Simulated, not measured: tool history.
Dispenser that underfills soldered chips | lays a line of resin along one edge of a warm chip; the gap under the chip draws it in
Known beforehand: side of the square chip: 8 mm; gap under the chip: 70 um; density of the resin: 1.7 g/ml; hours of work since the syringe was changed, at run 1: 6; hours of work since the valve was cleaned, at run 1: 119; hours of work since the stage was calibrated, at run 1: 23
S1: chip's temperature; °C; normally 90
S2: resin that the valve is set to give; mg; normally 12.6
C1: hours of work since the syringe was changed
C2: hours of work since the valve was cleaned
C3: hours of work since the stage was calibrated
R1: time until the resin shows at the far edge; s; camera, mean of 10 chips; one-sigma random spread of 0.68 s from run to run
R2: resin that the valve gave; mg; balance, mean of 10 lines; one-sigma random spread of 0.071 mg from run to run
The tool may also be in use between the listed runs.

{"run": 1, "hour": 0.0, "S1": 90, "S2": 12.6, "C1": 6, "C2": 119, "C3": 23, "R1": 108.7, "R2": 11.77}
{"hour": 2.5, "done": "new syringe of resin"}
{"hour": 3.5, "done": "dispensing valve cleaned and set on the balance"}
{"run": 2, "hour": 7.2, "S1": 90, "S2": 12.6, "C1": 2, "C2": 2, "C3": 26, "R1": 76.2, "R2": 12.63}
{"run": 3, "hour": 11.7, "S1": 90, "S2": 12.6, "C1": 5, "C2": 5, "C3": 29, "R1": 94.9, "R2": 12.55}
{"hour": 16.0, "done": "new syringe of resin"}
{"run": 4, "hour": 18.4, "S1": 90, "S2": 12.6, "C1": 2, "C2": 9, "C3": 33, "R1": 68.7, "R2": 12.54}
{"run": 5, "hour": 25.6, "S1": 90, "S2": 12.6, "C1": 6, "C2": 14, "C3": 38, "R1": 100.6, "R2": 12.54}
{"hour": 28.8, "done": "new syringe of resin"}
{"run": 6, "hour": 33.0, "S1": 90, "S2": 12.6, "C1": 3, "C2": 18, "C3": 42, "R1": 76.9, "R2": 12.54}
{"run": 7, "hour": 37.0, "S1": 102, "S2": 13.0, "C1": 5, "C2": 21, "C3": 45, "R1": 64.8, "R2": 12.95}

Run 8, settings as shown, results not yet in. Your forecast:
{"hour": 41.7, "done": "new syringe of resin"}
{"run": 8, "hour": 43.1, "S1": 102, "S2": 13.0, "C1": 1, "C2": 24, "C3": 48, "R1": "?", "R2": "?"}

{"run 8": {"R1": 44.1, "R2": 12.88}}
Were there no unlogged condition in the tool, this run, its random variation unchanged, would have produced R1 41.1 s, R2 13.07 mg.
